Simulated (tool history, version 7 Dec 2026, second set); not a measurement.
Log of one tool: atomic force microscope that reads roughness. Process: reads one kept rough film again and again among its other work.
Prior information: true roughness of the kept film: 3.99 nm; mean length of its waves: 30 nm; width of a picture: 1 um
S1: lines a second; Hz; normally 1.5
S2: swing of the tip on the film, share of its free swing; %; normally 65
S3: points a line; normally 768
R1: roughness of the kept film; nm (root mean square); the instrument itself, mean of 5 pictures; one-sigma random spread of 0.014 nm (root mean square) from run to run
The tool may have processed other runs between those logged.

{"run": 1, "day": 0.0, "S1": 1.5, "S2": 65, "S3": 768, "R1": 3.214}
{"run": 2, "day": 0.425, "S1": 1.5, "S2": 65, "S3": 768, "R1": 3.164}
{"run": 3, "day": 1.033, "S1": 1.5, "S2": 65, "S3": 768, "R1": 3.09}
{"run": 4, "day": 1.4, "S1": 1.5, "S2": 65, "S3": 768, "R1": 3.059}
{"run": 5, "day": 1.75, "S1": 1.5, "S2": 65, "S3": 768, "R1": 2.981}
{"day": 2.088, "done": "new tip fitted"}
{"run": 6, "day": 2.412, "S1": 1.5, "S2": 65, "S3": 768, "R1": 3.396}
{"run": 7, "day": 2.896, "S1": 1.5, "S2": 65, "S3": 768, "R1": 3.297}
{"run": 8, "day": 3.646, "S1": 0.9, "S2": 65, "S3": 768, "R1": 3.225}
{"run": 9, "day": 4.242, "S1": 0.9, "S2": 65, "S3": 682, "R1": 3.155}
{"run": 10, "day": 4.738, "S1": 1.69, "S2": 65, "S3": 682, "R1": 3.044}
{"run": 11, "day": 5.362, "S1": 1.69, "S2": 65, "S3": 664, "R1": 2.962}
{"run": 12, "day": 5.679, "S1": 1.5, "S2": 65, "S3": 768, "R1": 2.961}
{"day": 5.85, "done": "new tip fitted"}
{"run": 13, "day": 6.425, "S1": 1.5, "S2": 65, "S3": 768, "R1": 3.324}
{"run": 14, "day": 7.171, "S1": 1.5, "S2": 65, "S3": 768, "R1": 3.24}
{"run": 15, "day": 7.558, "S1": 1.5, "S2": 65, "S3": 768, "R1": 3.17}
{"run": 16, "day": 8.117, "S1": 1.5, "S2": 65, "S3": 768, "R1": 3.086}
{"run": 17, "day": 8.683, "S1": 1.5, "S2": 65, "S3": 768, "R1": 3.032}
{"run": 18, "day": 9.108, "S1": 0.96, "S2": 65, "S3": 768, "R1": 3.006}
{"day": 9.583, "done": "new tip fitted"}
{"run": 19, "day": 9.817, "S1": 0.96, "S2": 65, "S3": 768, "R1": 3.462}
{"run": 20, "day": 10.183, "S1": 0.96, "S2": 65, "S3": 768, "R1": 3.383}
{"run": 21, "day": 10.621, "S1": 0.96, "S2": 65, "S3": 768, "R1": 3.32}
{"run": 22, "day": 11.108, "S1": 0.96, "S2": 65, "S3": 768, "R1": 3.232}
{"run": 23, "day": 11.621, "S1": 0.96, "S2": 65, "S3": 768, "R1": 3.203}
{"run": 24, "day": 12.158, "S1": 0.96, "S2": 65, "S3": 768, "R1": 3.11}
{"run": 25, "day": 12.771, "S1": 3.87, "S2": 65, "S3": 768, "R1": 2.886}
{"run": 26, "day": 13.121, "S1": 1.5, "S2": 65, "S3": 768, "R1": 2.97}
{"day": 13.338, "done": "new tip fitted"}
{"run": 27, "day": 13.538, "S1": 1.5, "S2": 65, "S3": 768, "R1": 3.379}
{"run": 28, "day": 14.008, "S1": 2.29, "S2": 82, "S3": 747, "R1": 3.048}
{"run": 29, "day": 14.712, "S1": 0.54, "S2": 69, "S3": 343, "R1": 3.225}
{"run": 30, "day": 15.246, "S1": 1.7, "S2": 68, "S3": 270, "R1": 3.083}
{"run": 31, "day": 15.829, "S1": 1.7, "S2": 68, "S3": 411, "R1": 3.062}
{"run": 32, "day": 16.471, "S1": 0.87, "S2": 65, "S3": 768, "R1": 3.053}
{"run": 33, "day": 16.858, "S1": 0.87, "S2": 65, "S3": 768, "R1": 3.01}
{"day": 17.062, "done": "new tip fitted"}
{"run": 34, "day": 17.508, "S1": 0.86, "S2": 72, "S3": 768, "R1": 3.375}
{"run": 35, "day": 17.962, "S1": 0.86, "S2": 72, "S3": 768, "R1": 3.294}
{"run": 36, "day": 18.596, "S1": 0.85, "S2": 65, "S3": 768, "R1": 3.238}
{"run": 37, "day": 18.942, "S1": 0.85, "S2": 65, "S3": 768, "R1": 3.191}
{"run": 38, "day": 19.358, "S1": 2.24, "S2": 76, "S3": 420, "R1": 2.932}
{"run": 39, "day": 20.012, "S1": 1.54, "S2": 77, "S3": 503, "R1": 2.919}
{"run": 40, "day": 20.338, "S1": 1.5, "S2": 74, "S3": 984, "R1": 2.925}
{"day": 20.779, "done": "new tip fitted"}
{"run": 41, "day": 20.992, "S1": 1.5, "S2": 65, "S3": 416, "R1": 3.368}
{"run": 42, "day": 21.567, "S1": 1.5, "S2": 81, "S3": 396, "R1": 3.169}
{"run": 43, "day": 22.283, "S1": 1.03, "S2": 81, "S3": 396, "R1": 3.138}
{"run": 44, "day": 22.738, "S1": 2.22, "S2": 73, "S3": 768, "R1": 3.042}
{"run": 45, "day": 23.204, "S1": 2.22, "S2": 73, "S3": 768, "R1": 2.981}
{"run": 46, "day": 23.55, "S1": 2.96, "S2": 60, "S3": 355, "R1": 2.982}
{"run": 47, "day": 23.917, "S1": 2.96, "S2": 60, "S3": 535, "R1": 2.97}
{"run": 48, "day": 24.317, "S1": 1.15, "S2": 68, "S3": 768, "R1": 2.96}
{"day": 24.504, "done": "new tip fitted"}
{"run": 49, "day": 24.696, "S1": 1.15, "S2": 87, "S3": 294, "R1": 3.259}
{"run": 50, "day": 25.346, "S1": 2.87, "S2": 59, "S3": 741, "R1": 3.26}

Run 51 comes next. What will it give?
{"run": 51, "day": 25.754, "S1": 1.11, "S2": 72, "S3": 356, "R1": "?"}

{"run 51": {"R1": 3.229}}
If the tool had no hidden condition, the same run with the same run-to-run variation would have returned R1 3.415 nm (root mean square).

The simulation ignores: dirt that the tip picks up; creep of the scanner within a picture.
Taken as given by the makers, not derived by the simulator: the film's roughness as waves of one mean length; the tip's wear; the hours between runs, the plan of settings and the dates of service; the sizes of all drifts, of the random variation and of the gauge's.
